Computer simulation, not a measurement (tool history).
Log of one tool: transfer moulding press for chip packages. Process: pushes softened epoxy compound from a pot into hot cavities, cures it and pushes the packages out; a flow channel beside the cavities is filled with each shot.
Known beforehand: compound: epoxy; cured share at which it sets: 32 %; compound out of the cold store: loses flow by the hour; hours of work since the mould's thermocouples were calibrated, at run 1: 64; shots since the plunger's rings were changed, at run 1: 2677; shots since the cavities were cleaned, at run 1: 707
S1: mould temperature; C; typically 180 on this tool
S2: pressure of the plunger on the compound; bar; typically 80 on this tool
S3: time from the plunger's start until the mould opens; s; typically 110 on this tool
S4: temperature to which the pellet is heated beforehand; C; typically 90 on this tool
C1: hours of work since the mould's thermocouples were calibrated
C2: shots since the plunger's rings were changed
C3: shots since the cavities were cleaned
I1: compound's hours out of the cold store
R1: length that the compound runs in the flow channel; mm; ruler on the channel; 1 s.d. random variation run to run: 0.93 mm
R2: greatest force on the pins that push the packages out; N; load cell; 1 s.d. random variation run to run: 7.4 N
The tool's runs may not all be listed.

Run 1, hour 0: usual settings; C1 64; C2 2677; C3 707; I1 39.6. Result: R1 706.7 mm, R2 305 N.
At hour 6: cavities cleaned with cleaning compound and waxed.
Run 2, hour 8.8: usual settings; C1 69; C2 2761; C3 31; I1 17.7. Result: R1 767.4 mm, R2 323 N.
Run 3, hour 17.2: usual settings; C1 75; C2 2859; C3 129; I1 11.1. Result: R1 787.8 mm, R2 334 N.
Run 4, hour 21.7: usual settings but S4 81 C; C1 79; C2 2911; C3 181; I1 23.5. Result: R1 751.9 mm, R2 318 N.
Run 5, hour 27.2: usual settings but S4 81 C; C1 83; C2 2974; C3 244; I1 41.3. Result: R1 704.3 mm, R2 331 N.
Run 6, hour 33.6: usual settings but S4 99 C; C1 87; C2 3049; C3 319; I1 21.5. Result: R1 755.1 mm, R2 323 N.
Run 7, hour 40.9: usual settings but S4 99 C; C1 93; C2 3133; C3 403; I1 44. Result: R1 693.5 mm, R2 294 N.
Run 8, hour 47.1: usual settings but S1 175 C, S3 127 s, S4 99 C; C1 97; C2 3205; C3 475; I1 9.5. Result: R1 803.4 mm, R2 329 N.
Run 9, hour 52.1: usual settings but S1 184 C, S2 86.7 bar, S3 95 s, S4 86 C; C1 101; C2 3263; C3 533; I1 25.7. Result: R1 768.1 mm, R2 347 N.
Run 10, hour 59.9: usual settings but S1 174 C, S2 89 bar, S3 117 s; C1 107; C2 3353; C3 623; I1 13.4. Result: R1 840.9 mm, R2 410 N.
Run 11, hour 67.3: usual settings but S1 186 C, S2 79.9 bar; C1 112; C2 3439; C3 709; I1 10.4. Result: R1 775.6 mm, R2 241 N.
At hour 72.9: cavities cleaned with cleaning compound and waxed.
Run 12, hour 76.3: usual settings but S1 176 C, S2 75.1 bar, S3 100 s; C1 118; C2 3526; C3 40; I1 16.3. Result: R1 756 mm, R2 521 N.
Run 13, hour 80: usual settings but S1 176 C, S2 83 bar, S3 109 s, S4 84 C; C1 120; C2 3569; C3 83; I1 14.1. Result: R1 801.7 mm, R2 438 N.

Here are 5 independent what-if runs from the current tool condition. What would each one return?
Run A, hour 84.1: usual settings but S1 186 C, S2 86.9 bar, S3 149 s; C1 123; C2 3616; C3 130; I1 13.3. Result: R1 ?, R2 ?.
Run B, hour 84.1: usual settings but S2 69.8 bar, S3 92 s, S4 88 C; C1 123; C2 3616; C3 130; I1 12.5. Result: R1 ?, R2 ?.
Run C, hour 84.1: usual settings but S1 174 C, S2 86.5 bar, S3 137 s, S4 84 C; C1 123; C2 3616; C3 130; I1 16.8. Result: R1 ?, R2 ?.
Run D, hour 84.1: usual settings but S1 176 C, S2 83 bar, S3 109 s, S4 84 C; C1 123; C2 3616; C3 130; I1 9.8. Result: R1 ?, R2 ?.
Run E, hour 84.1: usual settings but S1 176 C, S2 83 bar, S3 136 s, S4 94 C; C1 123; C2 3616; C3 130; I1 10.5. Result: R1 ?, R2 ?.

run     R1   R2
  A  800.3  215
  B  732.3  480
  C  817.1  308
  D  815.8  446
  E  814.2  272
Had the tool no hidden state, the same runs would have come out as:
run     R1   R2
  A  800.5  215
  B  732.5  479
  C  817.3  308
  D    816  445
  E  814.4  271
